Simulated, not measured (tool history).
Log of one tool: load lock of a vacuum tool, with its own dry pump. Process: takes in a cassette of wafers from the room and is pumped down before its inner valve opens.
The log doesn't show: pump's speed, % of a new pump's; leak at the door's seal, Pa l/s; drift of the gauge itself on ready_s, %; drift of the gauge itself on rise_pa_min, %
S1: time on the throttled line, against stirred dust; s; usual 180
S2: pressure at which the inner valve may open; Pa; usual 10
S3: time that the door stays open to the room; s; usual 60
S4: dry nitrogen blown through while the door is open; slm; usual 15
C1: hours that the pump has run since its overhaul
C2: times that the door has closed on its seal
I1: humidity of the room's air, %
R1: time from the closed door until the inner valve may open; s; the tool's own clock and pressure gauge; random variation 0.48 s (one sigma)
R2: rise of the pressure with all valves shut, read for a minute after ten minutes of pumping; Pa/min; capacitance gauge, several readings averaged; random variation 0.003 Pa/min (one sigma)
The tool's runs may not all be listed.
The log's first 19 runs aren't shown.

run      day   S1  S2   S3  S4     C1     C2    I1     R1     R2
 20  118.208  180  10  121   8  17535  28949  48.4  231.5  0.312
 21  122.296  180   8  121  22  17633  29195  43.9  232.7  0.296
 22  128.425  180   8  121  22  17780  29562  45.5  234.5  0.305
 23  132.983  180   8  121  20  17890  29836  47.7  233.6  0.311
 24  137.004  180  10  131  30  17986  30078  44.9  231.3  0.315
 25  142.167  180  10   60   9  18110  30387  43.9  231.0  0.324
 26  149.038  180  10   60  15  18275  30800  46.5  231.7  0.321
 27  153.946   93  14   46  15  18393  31095  43.9  151.1  0.329
 28  160.667   93  14   46  15  18554  31498  42.6  150.9  0.334
 29  165.450  253  10   60  15  18669  31786  45.8  297.3  0.343
 30  171.988  231  10  130   7  18826  32178  43.6  277.6  0.356
 31  180.225  241  18   99  18  19023  32672  43.8  281.4  0.359
 32  184.633  241  18   99  18  19129  32937  43.2  282.1  0.360
 33  193.592  241  18   99  18  19344  33475  44.8  282.9  0.368
 34  198.679  351  19   60  15  19466  33780  44.3  378.5  0.374
 35  204.975  180   9  104  19  19617  34158  46.6  233.8  0.382
 36  210.617  130   9  104   7  19753  34497  41.7  188.8  0.392

5 ways to go on from here, each from the tool as it stands after run 36. What would each give?
  A  219.138   92  10   60   5  19957  35009  41.5   ?   ?
  B  219.138  180  10   62   8  19957  35009  45.2   ?   ?
  C  219.138  223   9  104   7  19957  35009  45.2   ?   ?
  D  219.138  180  12   60  15  19957  35009  43.9   ?   ?
  E  219.138  148   9  132   8  19957  35009  43.7   ?   ?

run     R1     R2
  A  153.4  0.410
  B  232.3  0.405
  C  270.9  0.410
  D  230.5  0.403
  E  204.8  0.410
Without the tool's hidden state the same runs would have given:
run     R1     R2
  A  144.0  0.019
  B  224.2  0.022
  C  263.4  0.022
  D  222.7  0.019
  E  196.1  0.024
